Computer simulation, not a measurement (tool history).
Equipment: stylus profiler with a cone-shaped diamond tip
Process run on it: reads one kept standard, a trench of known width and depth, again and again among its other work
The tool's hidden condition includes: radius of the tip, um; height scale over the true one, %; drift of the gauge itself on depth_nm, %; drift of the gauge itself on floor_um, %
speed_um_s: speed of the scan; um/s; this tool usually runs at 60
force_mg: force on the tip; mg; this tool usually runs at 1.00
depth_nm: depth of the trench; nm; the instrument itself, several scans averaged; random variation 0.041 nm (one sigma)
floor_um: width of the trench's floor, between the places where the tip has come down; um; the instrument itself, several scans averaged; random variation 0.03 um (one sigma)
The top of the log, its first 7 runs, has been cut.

run	hour	speed_um_s	force_mg	scans with this tip	hours of work since the height scale was calibrated	depth_nm	floor_um
8	632.5	60	1.00	20893	756	100.23	47.15
9	728.2	20	1.00	21422	819	100.26	47.36
10	779.4	20	1.00	21705	853	100.15	47.40
11	891.3	60	1.00	22324	927	100.07	47.12
12	997.6	60	0.48	22911	997	99.81	46.97
13	1057.2	60	0.48	23241	1037	99.92	46.98
14	1115.0	60	0.65	23560	1075	99.91	47.05
15	1181.6	60	1.00	23928	1119	100.07	47.12
16	1235.5	60	1.21	24227	1154	100.12	47.13
17	1319.1	60	1.21	24688	1210	100.10	47.12
18	1418.2	60	1.21	25236	1275	100.06	47.16
19	1524.3	24	1.00	25823	1345	99.94	47.23
20	1602.9	24	1.00	26257	1397	99.92	47.24
21	1680.1	24	1.00	26684	1448	99.87	47.26
22	1744.1	24	1.00	27038	1491	99.86	47.22
23	1813.7	23	1.00	27423	1537	99.83	47.21
24	1922.1	23	1.00	28022	1608	99.90	47.17
25	2025.1	60	0.35	28592	1676	99.49	46.78
# hour 2080.5: height scale calibrated on a step standard
26	2132.5	27	0.39	29182	34	100.25	47.07
27	2224.5	139	0.56	29691	95	100.30	46.36
28	2306.8	203	1.30	30146	150	100.59	46.32
29	2360.6	203	1.30	30443	185	100.56	46.32
30	2417.5	203	1.30	30758	223	100.60	46.30

Run 31 is up next; what results do you expect?
31	2491.2	203	1.30	31165	272	?	?

{"run 31": {"depth_nm": 100.49, "floor_um": 46.32}}
With the hidden condition absent and the run-to-run variation left alone, this run would have shown depth_nm 100.63 nm, floor_um 47.07 um.

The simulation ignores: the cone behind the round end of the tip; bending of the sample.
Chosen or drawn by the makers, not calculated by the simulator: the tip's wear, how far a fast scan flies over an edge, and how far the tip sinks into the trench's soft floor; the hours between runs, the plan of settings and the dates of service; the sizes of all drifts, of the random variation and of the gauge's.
